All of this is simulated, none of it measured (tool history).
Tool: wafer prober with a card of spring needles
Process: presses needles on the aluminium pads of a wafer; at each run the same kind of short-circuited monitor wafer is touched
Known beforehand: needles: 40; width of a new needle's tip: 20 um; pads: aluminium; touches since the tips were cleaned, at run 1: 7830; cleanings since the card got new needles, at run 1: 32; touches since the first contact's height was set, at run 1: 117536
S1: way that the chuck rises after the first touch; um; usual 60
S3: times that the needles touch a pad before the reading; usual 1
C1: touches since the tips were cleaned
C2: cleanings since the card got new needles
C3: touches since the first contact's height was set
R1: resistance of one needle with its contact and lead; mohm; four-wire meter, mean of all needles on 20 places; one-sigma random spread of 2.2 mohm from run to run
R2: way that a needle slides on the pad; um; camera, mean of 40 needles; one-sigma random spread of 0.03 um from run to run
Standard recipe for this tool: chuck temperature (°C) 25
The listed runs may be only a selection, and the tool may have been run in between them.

run 1 hour=0 | S1=60 chuck_temperature_(°C)=25 S3=1 | C1=7830 C2=32 C3=117536 | R1=245 R2=16.7
-- hour=2.2 tips cleaned on abrasive film
run 2 hour=6.7 | S1=60 chuck_temperature_(°C)=25 S3=1 | C1=2343 C2=33 C3=120977 | R1=246 R2=16.68
run 3 hour=17.6 | S1=60 chuck_temperature_(°C)=25 S3=1 | C1=8027 C2=33 C3=126661 | R1=245 R2=16.69
-- hour=19.1 tips cleaned on abrasive film
run 4 hour=27.3 | S1=60 chuck_temperature_(°C)=25 S3=1 | C1=4253 C2=34 C3=131647 | R1=242 R2=16.73
-- hour=35.7 tips cleaned on abrasive film
run 5 hour=39.2 | S1=60 chuck_temperature_(°C)=25 S3=1 | C1=1802 C2=35 C3=137788 | R1=245 R2=16.73
run 6 hour=51 | S1=60 chuck_temperature_(°C)=25 S3=1 | C1=7947 C2=35 C3=143933 | R1=246 R2=16.66
-- hour=52.3 tips cleaned on abrasive film
run 7 hour=60.7 | S1=60 chuck_temperature_(°C)=25 S3=1 | C1=4412 C2=36 C3=148976 | R1=247 R2=16.7
-- hour=69.3 tips cleaned on abrasive film
run 8 hour=70.7 | S1=60 chuck_temperature_(°C)=64 S3=1 | C1=757 C2=37 C3=154123 | R1=260 R2=16.77
run 9 hour=81.3 | S1=60 chuck_temperature_(°C)=25 S3=2 | C1=6278 C2=37 C3=159644 | R1=250 R2=16.69
-- hour=85.7 tips cleaned on abrasive film
run 10 hour=92.7 | S1=60 chuck_temperature_(°C)=25 S3=2 | C1=3639 C2=38 C3=165524 | R1=244 R2=16.72
run 11 hour=101.5 | S1=60 chuck_temperature_(°C)=25 S3=2 | C1=8245 C2=38 C3=170130 | R1=247 R2=16.75
-- hour=102.6 tips cleaned on abrasive film
run 12 hour=113.4 | S1=47 chuck_temperature_(°C)=25 S3=2 | C1=5591 C2=39 C3=176242 | R1=252 R2=13.13

Predict the results of run 13:
-- hour=115.9 height of the first contact set anew
-- hour=119.7 tips cleaned on abrasive film
run 13 hour=126.9 | S1=44 chuck_temperature_(°C)=27 S3=2 | C1=3766 C2=40 C3=5682 | R1=? R2=?

Run 13 yielded R1 260 mohm, R2 12.3 um.
If the tool had no hidden condition, the same run with the same run-to-run variation would have returned R1 260 mohm, R2 12.23 um.

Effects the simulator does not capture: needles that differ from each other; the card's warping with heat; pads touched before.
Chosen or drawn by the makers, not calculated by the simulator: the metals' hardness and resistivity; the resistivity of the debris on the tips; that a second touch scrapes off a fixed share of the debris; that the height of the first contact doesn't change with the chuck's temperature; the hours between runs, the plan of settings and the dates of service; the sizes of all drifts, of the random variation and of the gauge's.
